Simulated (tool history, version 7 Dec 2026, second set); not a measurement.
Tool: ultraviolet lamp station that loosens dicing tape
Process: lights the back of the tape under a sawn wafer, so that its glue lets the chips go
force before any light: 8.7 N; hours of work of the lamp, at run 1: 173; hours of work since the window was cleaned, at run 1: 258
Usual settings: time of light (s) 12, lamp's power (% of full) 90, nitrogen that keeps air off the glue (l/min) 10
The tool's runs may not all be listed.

run    day  time of light (s)  lamp's power (% of full)  nitrogen that keeps air off the glue (l/min)  hours of work of the lamp  hours of work since the window was cleaned  force that peels the tape off (N)  light that reached the tape (mJ/cm2)
  1  0.000                 12                        90                                            10                        173                                         258                              0.519                                   634
  2  0.438                 12                        90                                            10                        179                                         264                              0.496                                   643
  3  1.050                 12                        71                                            10                        188                                         273                              0.855                                   498
  4  1.458                 12                        71                                            10                        194                                         279                              0.868                                   506
  5  1.796                 12                        71                                            10                        198                                         283                              0.863                                   501
  6  2.229                 12                        90                                            10                        204                                         289                              0.502                                   629
  7  2.583                 12                        90                                            15                        209                                         294                              0.376                                   634
  8  3.021                 12                        90                                            15                        216                                         301                              0.374                                   632
  9  3.350                 12                        90                                            15                        220                                         305                              0.364                                   638
 10  3.604                 12                        90                                            15                        224                                         309                              0.384                                   634
 11  4.025                 12                        90                                            15                        230                                         315                              0.383                                   634
 12  4.600                 12                        90                                            10                        238                                         323                              0.530                                   639
 13  5.008                 14                        90                                            10                        244                                         329                              0.351                                   736
 14  5.288                 22                        97                                             4                        248                                         332                              0.240                                  1256
 15  5.746                  8                        96                                             3                        254                                         339                              2.208                                   445
 16  6.254                 13                        81                                             6                        261                                         346                              0.821                                   619
 17  6.858                 13                        81                                             6                        270                                         355                              0.776                                   619
 18  7.325                 23                        90                                            10                        276                                         361                              0.159                                  1224
 19  7.738                  7                        93                                            10                        282                                         367                              1.440                                   384
 20  8.142                  7                        93                                            10                        288                                         373                              1.476                                   385
 21  8.696                 12                        75                                            18                        296                                         381                              0.530                                   529
 22  9.000                 12                        75                                            18                        300                                         385                              0.507                                   535
 23  9.350                 10                        87                                             5                        305                                         390                              1.319                                   513
 24  9.829                  8                        87                                             5                        312                                         397                              1.920                                   410

3 ways to go on from here, each from the tool as it stands after run 24. What would each give?
  A  10.146                  8                        97                                            20                        316                                         401                                  ?                                     ?
  B  10.146                  8                        99                                             4                        316                                         401                                  ?                                     ?
  C  10.146                  8                        71                                            17                        316                                         401                                  ?                                     ?

run  force that peels the tape off (N)  light that reached the tape (mJ/cm2)
  A                              0.687                                   460
  B                              1.809                                   468
  C                              1.372                                   336
Without the tool's hidden state the same runs would have given:
run  force that peels the tape off (N)  light that reached the tape (mJ/cm2)
  A                              0.683                                   461
  B                              1.803                                   469
  C                              1.367                                   337
